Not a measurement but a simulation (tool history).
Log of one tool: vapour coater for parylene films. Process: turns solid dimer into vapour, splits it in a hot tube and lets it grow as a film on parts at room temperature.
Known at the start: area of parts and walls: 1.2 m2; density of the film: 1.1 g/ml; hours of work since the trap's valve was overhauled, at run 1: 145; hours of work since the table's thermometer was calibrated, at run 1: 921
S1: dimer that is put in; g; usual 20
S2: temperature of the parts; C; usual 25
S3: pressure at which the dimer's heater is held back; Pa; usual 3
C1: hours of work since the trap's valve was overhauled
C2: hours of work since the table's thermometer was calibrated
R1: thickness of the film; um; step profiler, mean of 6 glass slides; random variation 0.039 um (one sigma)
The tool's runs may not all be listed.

Run 1, hour 0: usual settings; C1 145; C2 921. Result: R1 7.61 um.
Run 2, hour 39: usual settings; C1 168; C2 945. Result: R1 7.6 um.
Run 3, hour 68.2: usual settings; C1 186; C2 962. Result: R1 7.56 um.
Run 4, hour 95.6: usual settings; C1 202; C2 979. Result: R1 7.59 um.
Run 5, hour 118.3: usual settings; C1 216; C2 993. Result: R1 7.56 um.
Run 6, hour 150.2: usual settings but S2 30 C; C1 235; C2 1012. Result: R1 6.82 um.
Run 7, hour 167.9: usual settings but S2 35 C; C1 246; C2 1023. Result: R1 6.11 um.
Run 8, hour 189.1: usual settings but S2 35 C, S3 9.68 Pa; C1 259; C2 1035. Result: R1 5.1 um.
Run 9, hour 224.8: usual settings but S2 35 C, S3 9.68 Pa; C1 280; C2 1057. Result: R1 5.12 um.
Run 10, hour 264.8: usual settings but S2 35 C, S3 9.68 Pa; C1 304; C2 1081. Result: R1 5.09 um.
Run 11, hour 282.4: usual settings but S1 16 g; C1 315; C2 1092. Result: R1 5.96 um.
Run 12, hour 322.3: usual settings but S1 16 g; C1 339; C2 1116. Result: R1 5.88 um.
Run 13, hour 356: usual settings but S1 16 g; C1 360; C2 1136. Result: R1 5.97 um.
Run 14, hour 372.9: usual settings but S1 9 g; C1 370; C2 1146. Result: R1 3.33 um.
Run 15, hour 392.3: usual settings but S1 9 g; C1 381; C2 1158. Result: R1 3.35 um.
Run 16, hour 425.7: usual settings but S1 9 g; C1 402; C2 1178. Result: R1 3.3 um.
Run 17, hour 443.6: usual settings but S1 9 g; C1 412; C2 1189. Result: R1 3.27 um.
Run 18, hour 485.1: usual settings but S1 9 g; C1 438; C2 1214. Result: R1 3.32 um.
Run 19, hour 517.5: usual settings but S1 9 g; C1 457; C2 1234. Result: R1 3.31 um.
Run 20, hour 546.3: usual settings but S1 36 g; C1 475; C2 1251. Result: R1 13.16 um.
Run 21, hour 577.2: usual settings; C1 493; C2 1270. Result: R1 7.32 um.
Run 22, hour 597.6: usual settings; C1 506; C2 1282. Result: R1 7.3 um.
Run 23, hour 620.2: usual settings but S3 2.43 Pa; C1 519; C2 1296. Result: R1 7.56 um.
Run 24, hour 640.6: usual settings but S1 28 g, S2 21 C, S3 7 Pa; C1 531; C2 1308. Result: R1 9.71 um.
Run 25, hour 664.7: usual settings but S1 12 g, S2 19 C, S3 7 Pa; C1 546; C2 1323. Result: R1 4.32 um.
Run 26, hour 692.7: usual settings but S1 9 g, S3 5.48 Pa; C1 563; C2 1340. Result: R1 3.01 um.
Run 27, hour 724.4: usual settings but S1 32 g, S2 32 C, S3 3.11 Pa; C1 582; C2 1359. Result: R1 9.99 um.
Run 28, hour 743.3: usual settings but S1 32 g, S2 26 C, S3 6.92 Pa; C1 593; C2 1370. Result: R1 9.98 um.
Run 29, hour 770.7: usual settings but S1 32 g, S2 26 C, S3 6.92 Pa; C1 610; C2 1387. Result: R1 10.07 um.

Forecast run 30:
At hour 805.5: trap's valve overhauled.
Run 30, hour 811.3: usual settings but S1 32 g, S2 26 C, S3 8.79 Pa; C1 4; C2 1409. Result: R1 ?.

{"run 30": {"R1": 10.39}}
Without the tool's hidden state the same run would have given R1 10.32 um.
